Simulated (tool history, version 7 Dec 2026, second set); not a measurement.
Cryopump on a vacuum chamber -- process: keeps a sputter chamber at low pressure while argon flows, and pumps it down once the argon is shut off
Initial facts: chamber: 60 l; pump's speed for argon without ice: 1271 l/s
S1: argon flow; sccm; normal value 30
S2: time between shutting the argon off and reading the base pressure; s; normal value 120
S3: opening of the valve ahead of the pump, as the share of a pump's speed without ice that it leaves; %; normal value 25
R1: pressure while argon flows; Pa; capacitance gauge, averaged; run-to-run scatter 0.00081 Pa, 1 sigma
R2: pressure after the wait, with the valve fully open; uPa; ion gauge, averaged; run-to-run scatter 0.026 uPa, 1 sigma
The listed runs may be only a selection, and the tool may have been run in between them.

run,hour,S1,S2,S3,R1,R2
1,0.0,30,120,25,0.1642,2.84
2,74.5,31,120,25,0.1725,2.91
# hour 84.2: leaking fittings of the chamber tightened, without venting
3,155.1,30,120,25,0.1669,1.28
4,241.7,30,120,25,0.1687,1.28
5,320.3,30,120,25,0.1704,1.28
6,415.9,30,120,47,0.0978,1.41
7,476.0,20,49,18,0.1552,2.70
8,569.0,18,49,18,0.1423,2.82
9,645.6,54,44,18,0.4216,3.13
10,726.1,20,120,25,0.1174,1.62
11,800.9,17,254,21,0.1175,1.19

Predict each of these 4 candidate next runs independently; none follows another, all start after run 11:
# hour 883.6: pump warmed up, emptied and cooled again
A,883.6,30,120,28,?,?
# hour 883.6: pump warmed up, emptied and cooled again
B,883.6,13,40,47,?,?
# hour 883.6: pump warmed up, emptied and cooled again
C,883.6,30,120,28,?,?
# hour 883.6: pump warmed up, emptied and cooled again
D,883.6,30,24,25,?,?

run,R1,R2
A,0.1436,1.51
B,0.0383,3.31
C,0.1427,1.49
D,0.1592,4.95
Without the tool's unlogged condition, the same runs would have read:
run,R1,R2
A,0.1427,1.15
B,0.0380,2.94
C,0.1418,1.12
D,0.1583,4.59
